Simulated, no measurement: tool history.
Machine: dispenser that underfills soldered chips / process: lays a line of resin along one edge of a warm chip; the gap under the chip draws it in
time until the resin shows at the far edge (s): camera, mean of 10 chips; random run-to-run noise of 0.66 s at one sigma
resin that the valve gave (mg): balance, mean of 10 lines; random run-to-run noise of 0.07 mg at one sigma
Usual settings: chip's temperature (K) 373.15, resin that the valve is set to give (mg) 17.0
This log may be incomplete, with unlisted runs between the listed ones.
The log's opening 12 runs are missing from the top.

run	hour	chip's temperature (K)	resin that the valve is set to give (mg)	time until the resin shows at the far edge (s)	resin that the valve gave (mg)
13	117.2	373.15	17.0	85.3	16.88
# hour 119.3: new syringe of resin
14	129.5	377.15	17.0	67.3	16.92
# hour 134.0: new syringe of resin
15	135.0	373.15	17.0	62.9	16.84
16	141.4	373.15	17.0	75.3	16.63
# hour 148.5: new syringe of resin
17	150.0	373.15	17.0	64.4	16.63
18	157.4	373.15	17.0	77.4	16.62
# hour 162.9: new syringe of resin
19	167.7	384.15	21.7	43.0	20.97
# hour 172.2: dispensing valve cleaned and set on the balance
# hour 178.2: new syringe of resin
20	178.2	384.15	21.7	37.7	21.68
21	185.0	375.15	15.6	67.2	15.47
# hour 193.1: new syringe of resin
22	195.2	375.15	15.6	60.9	15.42
23	205.4	371.15	20.6	91.7	20.55
# hour 207.9: new syringe of resin
24	212.2	378.15	16.7	57.4	16.45
25	220.6	378.15	16.7	71.1	16.34
# hour 223.0: new syringe of resin
26	227.6	378.15	16.7	57.4	16.32
# hour 237.8: dispensing valve cleaned and set on the balance
27	237.8	378.15	14.9	74.5	14.95
# hour 238.6: new syringe of resin
28	248.5	370.15	17.4	90.8	17.41
# hour 253.3: new syringe of resin
29	258.2	373.15	16.2	70.2	16.06
# hour 267.6: new syringe of resin
30	267.9	375.15	21.3	55.1	21.02
31	272.8	374.15	15.2	69.9	14.85
32	280.2	373.15	19.3	82.7	18.88
# hour 282.3: new syringe of resin
33	286.0	372.15	21.0	68.3	20.64

Expected results for the next run?
34	292.4	387.15	16.0	?	?

{"run 34": {"time until the resin shows at the far edge (s)": 46.1, "resin that the valve gave (mg)": 15.57}}
If the tool had no hidden condition, the same run with the same run-to-run variation would have returned time until the resin shows at the far edge (s) 33.5, resin that the valve gave (mg) 15.98.
